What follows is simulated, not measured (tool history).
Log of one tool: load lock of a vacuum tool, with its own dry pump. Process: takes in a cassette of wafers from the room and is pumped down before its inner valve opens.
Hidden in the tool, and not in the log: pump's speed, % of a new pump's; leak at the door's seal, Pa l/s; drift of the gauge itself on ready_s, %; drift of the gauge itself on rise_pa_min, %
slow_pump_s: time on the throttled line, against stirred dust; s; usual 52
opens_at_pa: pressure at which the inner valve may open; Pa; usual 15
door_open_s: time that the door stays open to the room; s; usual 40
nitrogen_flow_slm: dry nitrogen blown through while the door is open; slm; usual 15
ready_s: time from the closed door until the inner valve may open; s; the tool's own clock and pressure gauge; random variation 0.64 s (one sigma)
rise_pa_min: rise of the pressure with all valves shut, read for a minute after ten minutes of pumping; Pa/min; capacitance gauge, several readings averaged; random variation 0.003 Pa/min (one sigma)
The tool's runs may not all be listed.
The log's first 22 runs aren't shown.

run,hour,slow_pump_s,opens_at_pa,door_open_s,nitrogen_flow_slm,hours that the pump has run since its overhaul,times that the door has closed on its seal,"incoming humidity of the room's air, %",ready_s,rise_pa_min
23,8494.1,35,29,92,15,12148,43150,45.0,76.9,0.060
24,8805.2,59,26,92,15,12459,44428,44.0,97.9,0.057
25,9286.0,52,19,40,20,12940,46404,41.5,92.2,0.033
26,9812.6,52,22,40,34,13467,48568,44.0,92.9,0.034
# hour 10079.2: dry pump taken out, an overhauled one fitted
27,10257.6,52,21,40,10,178,50371,44.3,92.5,0.049
28,10531.9,52,23,55,15,453,51498,43.7,92.5,0.047
29,11101.7,52,23,31,4,1023,53840,44.9,92.6,0.054
# hour 11553.1: door's seal changed, seat wiped
30,11673.7,52,15,83,8,1593,496,47.0,94.1,0.068
31,12113.7,52,15,83,8,2033,2304,46.3,94.8,0.065
32,12537.6,52,29,40,7,2457,4046,43.7,89.7,0.050
33,13119.1,52,21,149,7,3038,6435,42.5,92.5,0.073
34,13398.6,26,11,40,15,3318,7583,42.6,75.8,0.040
35,13644.4,60,18,206,20,3564,8593,48.2,99.9,0.069
36,14007.1,38,16,98,30,3926,10084,44.5,84.1,0.039
37,14367.7,38,16,98,30,4287,11565,45.1,84.1,0.041

4 ways to go on from here, each from the tool as it stands after run 37. What would each give?
A,14925.1,38,16,177,30,4844,13856,42.8,?,?
B,14925.1,52,19,40,15,4844,13856,44.5,?,?
C,14925.1,38,16,98,10,4844,13856,46.2,?,?
D,14925.1,44,16,98,30,4844,13856,44.6,?,?

run,ready_s,rise_pa_min
A,83.5,0.052
B,93.3,0.038
C,83.7,0.063
D,88.5,0.046
Without the tool's hidden state the same runs would have given:
run,ready_s,rise_pa_min
A,83.5,0.052
B,93.3,0.038
C,83.7,0.063
D,88.5,0.046
